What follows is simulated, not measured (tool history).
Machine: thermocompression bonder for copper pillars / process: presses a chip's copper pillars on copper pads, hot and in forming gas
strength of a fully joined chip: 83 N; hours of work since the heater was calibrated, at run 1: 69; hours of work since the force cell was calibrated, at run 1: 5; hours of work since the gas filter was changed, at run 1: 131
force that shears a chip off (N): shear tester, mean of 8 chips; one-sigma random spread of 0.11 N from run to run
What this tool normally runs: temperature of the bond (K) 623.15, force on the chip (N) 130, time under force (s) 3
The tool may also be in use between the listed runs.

run,hour,temperature of the bond (K),force on the chip (N),time under force (s),hours of work since the heater was calibrated,hours of work since the force cell was calibrated,hours of work since the gas filter was changed,force that shears a chip off (N)
1,0.0,623.15,130,3,69,5,131,61.0
2,12.4,623.15,89,3,78,15,141,52.8
3,25.9,623.15,89,3,89,26,151,52.7
4,42.4,623.15,89,3,102,39,164,52.5
5,61.9,623.15,89,3,117,54,180,52.7
6,76.5,623.15,89,3,129,65,191,52.8
7,87.1,623.15,89,3,137,74,200,52.7
# hour 90.4: heater calibrated with a thermocouple chip
8,102.1,623.15,89,3,9,84,210,52.7
9,120.2,623.15,89,3,23,98,224,52.8
10,132.1,635.15,106,6,33,108,233,68.7

Consider 3 possible next runs. They are alternatives, not a sequence: every one starts from the tool as it was left by run 10. What does each give?
# hour 139.9: heater calibrated with a thermocouple chip, once more
A,149.5,652.15,156,2,8,120,246,?
# hour 139.9: heater calibrated with a thermocouple chip, once more
B,149.5,647.15,106,6,8,120,246,?
# hour 139.9: heater calibrated with a thermocouple chip, once more
C,149.5,607.15,124,2,8,120,246,?

run,force that shears a chip off (N)
A,65.7
B,70.3
C,47.2
Without the tool's unlogged condition, the same runs would have read:
run,force that shears a chip off (N)
A,68.4
B,73.1
C,49.1

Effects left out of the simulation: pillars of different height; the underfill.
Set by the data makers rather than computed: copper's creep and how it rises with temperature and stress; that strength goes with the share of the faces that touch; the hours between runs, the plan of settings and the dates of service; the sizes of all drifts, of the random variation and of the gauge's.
